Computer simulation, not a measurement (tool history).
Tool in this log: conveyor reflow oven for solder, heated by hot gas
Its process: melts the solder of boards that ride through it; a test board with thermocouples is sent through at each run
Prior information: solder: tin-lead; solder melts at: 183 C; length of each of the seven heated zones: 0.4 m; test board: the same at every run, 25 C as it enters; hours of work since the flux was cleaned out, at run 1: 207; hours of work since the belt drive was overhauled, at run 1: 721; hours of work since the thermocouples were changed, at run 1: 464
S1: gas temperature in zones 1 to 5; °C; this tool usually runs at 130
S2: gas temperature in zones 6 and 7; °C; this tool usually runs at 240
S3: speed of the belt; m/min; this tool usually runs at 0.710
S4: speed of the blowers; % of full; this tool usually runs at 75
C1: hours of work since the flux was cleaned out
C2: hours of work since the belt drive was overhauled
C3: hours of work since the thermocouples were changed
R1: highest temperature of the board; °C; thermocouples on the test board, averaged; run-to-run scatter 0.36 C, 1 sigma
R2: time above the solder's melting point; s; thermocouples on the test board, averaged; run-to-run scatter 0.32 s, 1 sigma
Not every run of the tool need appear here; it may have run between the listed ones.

Run 1, day 0.000: usual settings; C1 207; C2 721; C3 464. Result: R1 219.0 °C, R2 48.9 s.
At day 2.217: thermocouples of zones 6 and 7 changed.
Run 2, day 2.492: usual settings but S1 135 °C; C1 251; C2 765; C3 5. Result: R1 220.6 °C, R2 51.0 s.
Run 3, day 4.300: usual settings but S1 135 °C; C1 285; C2 799; C3 38. Result: R1 220.5 °C, R2 51.0 s.
Run 4, day 8.192: usual settings but S1 135 °C, S2 237 °C; C1 357; C2 870; C3 110. Result: R1 217.9 °C, R2 49.7 s.
At day 10.138: flux residue cleaned out of gas plates and filters.
Run 5, day 11.317: usual settings but S1 122 °C, S2 237 °C; C1 22; C2 924; C3 164. Result: R1 215.7 °C, R2 44.4 s.
At day 12.612: belt drive overhauled, speed set with a stopwatch.
Run 6, day 14.100: usual settings but S1 122 °C, S2 230 °C, S3 0.718 m/min, S4 68 % of full; C1 70; C2 27; C3 212. Result: R1 207.1 °C, R2 36.9 s.
Run 7, day 16.271: usual settings but S1 122 °C, S2 230 °C, S3 0.718 m/min, S4 68 % of full; C1 110; C2 68; C3 253. Result: R1 207.2 °C, R2 36.9 s.
Run 8, day 18.392: usual settings but S1 140 °C, S2 235 °C, S3 0.578 m/min, S4 51 % of full; C1 149; C2 107; C3 292. Result: R1 218.5 °C, R2 63.3 s.
Run 9, day 21.821: usual settings but S1 123 °C, S2 244 °C, S3 0.578 m/min, S4 51 % of full; C1 213; C2 170; C3 355. Result: R1 222.9 °C, R2 61.1 s.
Run 10, day 23.858: usual settings; C1 250; C2 208; C3 393. Result: R1 219.3 °C, R2 49.6 s.

What if the next run were any one of these 5? Each begins from the tool's condition after run 10:
Run A, day 27.579: usual settings but S2 248 °C, S4 89 % of full; C1 319; C2 276; C3 461. Result: R1 ?, R2 ?.
Run B, day 27.579: usual settings but S1 118 °C, S2 237 °C; C1 319; C2 276; C3 461. Result: R1 ?, R2 ?.
Run C, day 27.579: usual settings but S3 0.676 m/min; C1 319; C2 276; C3 461. Result: R1 ?, R2 ?.
Run D, day 27.579: usual settings but S2 244 °C, S3 0.663 m/min; C1 319; C2 276; C3 461. Result: R1 ?, R2 ?.
Run E, day 27.579: usual settings but S1 143 °C, S4 55 % of full; C1 319; C2 276; C3 461. Result: R1 ?, R2 ?.

run     R1    R2
  A  229.2  55.3
  B  214.7  43.0
  C  221.3  53.8
  D  225.5  57.3
  E  216.3  50.4
The same runs, with their run-to-run variation unchanged, on a tool lacking any hidden condition would have given:
run     R1    R2
  A  229.3  55.4
  B  214.8  43.1
  C  221.4  53.8
  D  225.6  57.3
  E  216.4  50.5

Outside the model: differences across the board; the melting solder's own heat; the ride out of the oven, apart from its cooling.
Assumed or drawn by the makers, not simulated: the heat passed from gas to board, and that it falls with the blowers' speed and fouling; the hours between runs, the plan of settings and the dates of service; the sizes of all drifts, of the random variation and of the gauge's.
